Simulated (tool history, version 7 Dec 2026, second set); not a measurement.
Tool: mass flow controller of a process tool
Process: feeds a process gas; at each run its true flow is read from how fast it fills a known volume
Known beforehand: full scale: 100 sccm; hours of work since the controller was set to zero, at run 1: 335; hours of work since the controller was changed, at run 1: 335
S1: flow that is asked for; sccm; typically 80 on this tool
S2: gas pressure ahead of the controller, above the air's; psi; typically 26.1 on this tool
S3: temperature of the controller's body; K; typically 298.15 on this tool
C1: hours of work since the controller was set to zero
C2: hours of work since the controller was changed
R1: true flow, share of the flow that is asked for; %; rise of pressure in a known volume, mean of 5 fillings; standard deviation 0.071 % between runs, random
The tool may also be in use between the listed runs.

run	hour	S1	S2	S3	C1	C2	R1
1	0	80	26.1	298.15	335	335	100.03
2	39.8	80	22.5	298.15	363	363	99.87
3	84.9	80	26.1	295.15	394	394	100.18
4	150.5	80	26.1	295.15	439	439	100.09
5	198.6	80	26.1	298.15	473	473	100.17
6	241.5	61	26.1	298.15	503	503	100.08
7	323.5	67	26.1	298.15	560	560	100.13
8	371.4	67	26.1	293.15	593	593	100.28
9	444.3	67	26.1	293.15	643	643	100.17
10	493.6	80	22.2	298.15	678	678	100.03
11	538.1	80	22.2	298.15	709	709	100.13
12	588.1	80	26.1	298.15	743	743	100.14
13	624.2	80	26.1	298.15	768	768	100.18
14	664.8	80	26.1	298.15	796	796	100.23
15	745.1	80	26.1	298.15	852	852	100.22
16	782.4	80	35.1	298.15	878	878	100.78
17	847.7	80	26.1	298.15	924	924	100.41
18	901.2	80	26.1	298.15	961	961	100.33
19	967.3	80	20.5	298.15	1007	1007	100.12
20	1027.3	27	23.5	298.15	1048	1048	100.33
21	1092.2	40	24.2	307.15	1093	1093	100.09
22	1131.4	34	30.9	304.15	1121	1121	100.41
23	1214	34	30.9	304.15	1178	1178	100.47
24	1290	56	27.6	298.15	1231	1231	100.45
25	1350.2	51	27.6	298.15	1272	1272	100.54
26	1429	11	26.1	302.15	1327	1327	101.1
27	1499.4	30	28.9	301.15	1376	1376	100.58
28	1541.5	59	32.2	298.15	1405	1405	100.61
29	1625.4	21	26.1	302.15	1464	1464	100.74
30	1708.1	12	22.8	296.15	1521	1521	101.43
31	1771.9	16	36.7	302.15	1565	1565	101.54
32	1808.2	16	36.7	302.15	1590	1590	101.42
33	1859.9	80	35.2	298.15	1626	1626	101.01
34	1925.3	80	35.2	298.15	1672	1672	101.05
35	1973.8	31	23.6	299.15	1705	1705	100.79
36	2013	31	23.6	299.15	1733	1733	100.71
37	2084.9	80	23.5	298.15	1783	1783	100.6
38	2144.9	38	26.5	299.15	1824	1824	100.79

Table of differences, measured result less the result of that run with no hidden state. Run-to-run variation is the same in both. Gauge scatter possibly is not:
Hidden conditions of the tool in this case: flow at rest that the sensor doesn't see, % of full scale; true flow over the shown one, %; drift of the gauge itself on true_pct, %.
run	R1
1	+0.21
2	+0.22
3	+0.23
4	+0.26
5	+0.28
6	+0.33
7	+0.34
8	+0.36
9	+0.38
10	+0.38
11	+0.4
12	+0.42
13	+0.43
14	+0.45
15	+0.48
16	+0.49
17	+0.51
18	+0.53
19	+0.55
20	+0.88
21	+0.75
22	+0.83
23	+0.86
24	+0.74
25	+0.78
26	+1.85
27	+1.04
28	+0.81
29	+1.32
30	+1.94
31	+1.65
32	+1.67
33	+0.86
34	+0.88
35	+1.24
36	+1.26
37	+0.94
38	+1.22
